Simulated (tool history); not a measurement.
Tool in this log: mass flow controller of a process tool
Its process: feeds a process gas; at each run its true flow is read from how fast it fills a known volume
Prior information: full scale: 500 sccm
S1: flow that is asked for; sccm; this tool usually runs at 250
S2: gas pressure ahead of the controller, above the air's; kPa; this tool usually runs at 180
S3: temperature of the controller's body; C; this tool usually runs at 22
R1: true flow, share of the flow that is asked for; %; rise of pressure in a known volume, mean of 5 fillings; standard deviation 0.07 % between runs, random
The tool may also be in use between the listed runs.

run,hour,S1,S2,S3,R1
1,0,250,180,22,99.24
2,52.7,250,169,22,99.42
3,172.6,250,180,34,98.21
4,290.7,250,180,34,98.06
5,414.7,495,180,34,99.55
6,536.6,495,180,34,99.29
7,587.3,495,180,34,99.36
8,706.2,250,180,39,97.83
9,794.7,250,180,27,98.95
10,861,250,180,22,99.26
11,958.9,250,236,38,97.57
12,1083.8,78,180,22,99.08
13,1185.6,477,180,34,99.38
14,1277.1,477,180,34,99.34
15,1369.1,382,153,34,99.06
16,1422.7,219,143,22,99.7
17,1493.2,219,143,22,99.63
18,1569,90,176,26,98.81
19,1625.3,90,176,26,98.79

Below, each run's measurement less what the same run would have read without the hidden state. Both values contain the same run-to-run variation, but the gauge's scatter may not be the same in both:
Hidden state at play: flow at rest that the sensor doesn't see, % of full scale; true flow over the shown one, %; drift of the gauge itself on true_pct, %.
run,R1
1,+0.12
2,+0.13
3,+0.14
4,+0.16
5,+0.1
6,+0.12
7,+0.12
8,+0.22
9,+0.23
10,+0.24
11,+0.26
12,+0.74
13,+0.18
14,+0.18
15,+0.23
16,+0.35
17,+0.36
18,+0.78
19,+0.79
